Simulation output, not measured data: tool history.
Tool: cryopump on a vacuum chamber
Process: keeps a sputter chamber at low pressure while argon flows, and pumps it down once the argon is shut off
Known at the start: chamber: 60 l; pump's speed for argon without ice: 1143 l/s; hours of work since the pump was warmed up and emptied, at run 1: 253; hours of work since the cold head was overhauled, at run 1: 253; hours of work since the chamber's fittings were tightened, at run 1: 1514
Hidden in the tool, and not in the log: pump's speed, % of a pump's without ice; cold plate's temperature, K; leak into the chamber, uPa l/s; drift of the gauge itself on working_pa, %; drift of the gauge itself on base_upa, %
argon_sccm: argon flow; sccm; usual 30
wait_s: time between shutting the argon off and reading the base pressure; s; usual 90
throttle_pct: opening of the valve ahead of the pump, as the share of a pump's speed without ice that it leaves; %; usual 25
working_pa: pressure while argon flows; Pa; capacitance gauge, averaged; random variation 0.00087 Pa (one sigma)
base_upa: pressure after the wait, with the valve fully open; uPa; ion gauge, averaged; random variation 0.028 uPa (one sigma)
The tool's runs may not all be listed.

run     day  argon_sccm  wait_s  throttle_pct  hours of work since the pump was warmed up and emptied  hours of work since the cold head was overhauled  hours of work since the chamber's fittings were tightened  working_pa  base_upa
  1   0.000          30      90            25                                                     253                                               253                                                       1514      0.1800      1.47
  2   0.562          30      90            25                                                     259                                               259                                                       1519      0.1797      1.50
  3   1.250          27      90            25                                                     266                                               266                                                       1526      0.1617      1.48
  4   2.246          43      90            25                                                     276                                               276                                                       1537      0.2571      1.49
  5   2.962          43      90            25                                                     284                                               284                                                       1544      0.2565      1.54
  6   3.562          43      90            25                                                     290                                               290                                                       1550      0.2574      1.52
  7   4.358          43      90            25                                                     298                                               298                                                       1559      0.2590      1.53
  8   5.438          43      90            25                                                     309                                               309                                                       1570      0.2580      1.56
  9   6.500          30      90            25                                                     320                                               320                                                       1581      0.1794      1.53
 10   7.321          30      90            25                                                     329                                               329                                                       1589      0.1818      1.51
 11   8.183          30     207            18                                                     338                                               338                                                       1598      0.2487      0.95
 12   8.738          30     207            18                                                     343                                               343                                                       1604      0.2486      0.97
 13   9.642          24     238            18                                                     353                                               353                                                       1613      0.1998      0.92
 14  10.162          51     238            20                                                     358                                               358                                                       1618      0.3802      0.92
 15  11.179          51     238            20                                                     369                                               369                                                       1629      0.3823      0.89
 16  12.212          30      90            32                                                     379                                               379                                                       1640      0.1420      1.53
 17  13.050          22      90            25                                                     388                                               388                                                       1648      0.1337      1.53
 18  14.142          22      90            25                                                     399                                               399                                                       1660      0.1333      1.58
 19  14.758          22      90            25                                                     406                                               406                                                       1666      0.1330      1.54
 20  15.750          22      90            25                                                     416                                               416                                                       1676      0.1323      1.54

Forecast each of these 5 alternatives for the next run:
  A  16.429          14      27            44                                                     423                                               423                                                       1683           ?         ?
  B  16.429          25      26            19                                                     423                                               423                                                       1683           ?         ?
  C  16.429          22      90            30                                                     423                                               423                                                       1683           ?         ?
  D  16.429          16      90            25                                                     423                                               423                                                       1683           ?         ?
  E  16.429          20     123            46                                                     423                                               423                                                       1683           ?         ?

run  working_pa  base_upa
  A      0.0484      3.97
  B      0.1973      4.08
  C      0.1107      1.53
  D      0.0963      1.57
  E      0.0672      1.30
Without the tool's hidden state the same runs would have given:
run  working_pa  base_upa
  A      0.0465      3.72
  B      0.1940      3.83
  C      0.1078      1.27
  D      0.0942      1.31
  E      0.0646      1.04
